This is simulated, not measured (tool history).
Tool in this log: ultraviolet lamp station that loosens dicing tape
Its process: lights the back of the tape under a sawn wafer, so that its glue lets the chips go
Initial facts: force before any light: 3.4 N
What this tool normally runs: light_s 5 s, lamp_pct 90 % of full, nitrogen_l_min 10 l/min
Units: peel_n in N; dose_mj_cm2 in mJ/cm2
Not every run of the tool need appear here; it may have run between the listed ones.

run 1 day=0 | light_s=5 lamp_pct=90 nitrogen_l_min=10 | peel_n=0.36 dose_mj_cm2=318
run 2 day=1.088 | light_s=5 lamp_pct=90 nitrogen_l_min=10 | peel_n=0.389 dose_mj_cm2=315
run 3 day=2.621 | light_s=4 lamp_pct=90 nitrogen_l_min=10 | peel_n=0.539 dose_mj_cm2=250
run 4 day=3.754 | light_s=4 lamp_pct=90 nitrogen_l_min=10 | peel_n=0.536 dose_mj_cm2=247
run 5 day=5.688 | light_s=4 lamp_pct=90 nitrogen_l_min=10 | peel_n=0.553 dose_mj_cm2=251
run 6 day=7.571 | light_s=4 lamp_pct=66 nitrogen_l_min=10 | peel_n=0.819 dose_mj_cm2=180
run 7 day=8.983 | light_s=5 lamp_pct=90 nitrogen_l_min=10 | peel_n=0.361 dose_mj_cm2=311
run 8 day=10.042 | light_s=5 lamp_pct=90 nitrogen_l_min=10 | peel_n=0.371 dose_mj_cm2=314
run 9 day=12.033 | light_s=5 lamp_pct=90 nitrogen_l_min=10 | peel_n=0.401 dose_mj_cm2=318
run 10 day=13.588 | light_s=4 lamp_pct=76 nitrogen_l_min=8 | peel_n=0.733 dose_mj_cm2=212
run 11 day=14.646 | light_s=3 lamp_pct=88 nitrogen_l_min=7 | peel_n=0.907 dose_mj_cm2=182

Predict the results of run 12:
run 12 day=15.475 | light_s=10 lamp_pct=86 nitrogen_l_min=4 | peel_n=? dose_mj_cm2=?

peel_n: 0.203 N
dose_mj_cm2: 600 mJ/cm2
The same run, on a tool lacking any hidden state, would have yielded peel_n 0.202 N, dose_mj_cm2 601 mJ/cm2.
